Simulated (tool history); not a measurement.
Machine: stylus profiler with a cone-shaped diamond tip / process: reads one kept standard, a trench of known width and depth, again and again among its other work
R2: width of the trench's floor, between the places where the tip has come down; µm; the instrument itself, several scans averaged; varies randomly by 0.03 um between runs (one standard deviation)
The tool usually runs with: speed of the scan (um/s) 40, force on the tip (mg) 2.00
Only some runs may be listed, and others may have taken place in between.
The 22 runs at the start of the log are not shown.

run 23 hour=251.1 | speed_of_the_scan_(um/s)=134 force_on_the_tip_(mg)=3.74 | depth_of_the_trench_(nm)=203.18 R2=17.00
run 24 hour=261.7 | speed_of_the_scan_(um/s)=155 force_on_the_tip_(mg)=3.74 | depth_of_the_trench_(nm)=203.07 R2=16.95
run 25 hour=276.1 | speed_of_the_scan_(um/s)=78 force_on_the_tip_(mg)=1.48 | depth_of_the_trench_(nm)=201.47 R2=17.01
run 26 hour=291.0 | speed_of_the_scan_(um/s)=43 force_on_the_tip_(mg)=2.56 | depth_of_the_trench_(nm)=202.35 R2=17.13
run 27 hour=307.3 | speed_of_the_scan_(um/s)=43 force_on_the_tip_(mg)=2.56 | depth_of_the_trench_(nm)=202.29 R2=17.11
run 28 hour=321.8 | speed_of_the_scan_(um/s)=67 force_on_the_tip_(mg)=5.24 | depth_of_the_trench_(nm)=203.94 R2=17.12
run 29 hour=338.3 | speed_of_the_scan_(um/s)=18 force_on_the_tip_(mg)=2.65 | depth_of_the_trench_(nm)=202.46 R2=17.16
run 30 hour=351.9 | speed_of_the_scan_(um/s)=81 force_on_the_tip_(mg)=2.78 | depth_of_the_trench_(nm)=202.51 R2=17.02
run 31 hour=361.4 | speed_of_the_scan_(um/s)=81 force_on_the_tip_(mg)=2.78 | depth_of_the_trench_(nm)=202.64 R2=17.02
run 32 hour=370.2 | speed_of_the_scan_(um/s)=145 force_on_the_tip_(mg)=1.54 | depth_of_the_trench_(nm)=201.83 R2=16.80
run 33 hour=379.9 | speed_of_the_scan_(um/s)=131 force_on_the_tip_(mg)=2.72 | depth_of_the_trench_(nm)=202.56 R2=16.96
run 34 hour=393.3 | speed_of_the_scan_(um/s)=131 force_on_the_tip_(mg)=2.72 | depth_of_the_trench_(nm)=202.37 R2=17.01
run 35 hour=408.4 | speed_of_the_scan_(um/s)=27 force_on_the_tip_(mg)=4.29 | depth_of_the_trench_(nm)=203.37 R2=17.14
run 36 hour=418.7 | speed_of_the_scan_(um/s)=40 force_on_the_tip_(mg)=2.24 | depth_of_the_trench_(nm)=202.22 R2=17.08
run 37 hour=429.1 | speed_of_the_scan_(um/s)=35 force_on_the_tip_(mg)=3.08 | depth_of_the_trench_(nm)=202.74 R2=17.16
run 38 hour=439.2 | speed_of_the_scan_(um/s)=89 force_on_the_tip_(mg)=0.73 | depth_of_the_trench_(nm)=200.97 R2=16.93
run 39 hour=452.8 | speed_of_the_scan_(um/s)=89 force_on_the_tip_(mg)=0.73 | depth_of_the_trench_(nm)=201.01 R2=17.00
run 40 hour=465.0 | speed_of_the_scan_(um/s)=89 force_on_the_tip_(mg)=0.73 | depth_of_the_trench_(nm)=201.07 R2=16.93
run 41 hour=481.1 | speed_of_the_scan_(um/s)=12 force_on_the_tip_(mg)=1.10 | depth_of_the_trench_(nm)=201.32 R2=17.15
run 42 hour=488.0 | speed_of_the_scan_(um/s)=21 force_on_the_tip_(mg)=1.56 | depth_of_the_trench_(nm)=201.64 R2=17.19
run 43 hour=497.0 | speed_of_the_scan_(um/s)=77 force_on_the_tip_(mg)=4.09 | depth_of_the_trench_(nm)=203.17 R2=17.10
run 44 hour=509.7 | speed_of_the_scan_(um/s)=69 force_on_the_tip_(mg)=1.52 | depth_of_the_trench_(nm)=201.69 R2=17.04

What if the next run were any one of these 3? Each begins from the tool's condition after run 44:
run A hour=519.6 | speed_of_the_scan_(um/s)=24 force_on_the_tip_(mg)=1.19 | depth_of_the_trench_(nm)=? R2=?
run B hour=519.6 | speed_of_the_scan_(um/s)=100 force_on_the_tip_(mg)=0.89 | depth_of_the_trench_(nm)=? R2=?
run C hour=519.6 | speed_of_the_scan_(um/s)=69 force_on_the_tip_(mg)=1.76 | depth_of_the_trench_(nm)=? R2=?

run=A depth_of_the_trench_(nm)=201.49 R2=17.15
run=B depth_of_the_trench_(nm)=201.13 R2=16.90
run=C depth_of_the_trench_(nm)=201.91 R2=17.03
Stripped of hidden state, with their random variation kept, the same runs would have yielded:
run=A depth_of_the_trench_(nm)=201.47 R2=17.17
run=B depth_of_the_trench_(nm)=201.11 R2=16.92
run=C depth_of_the_trench_(nm)=201.89 R2=17.04
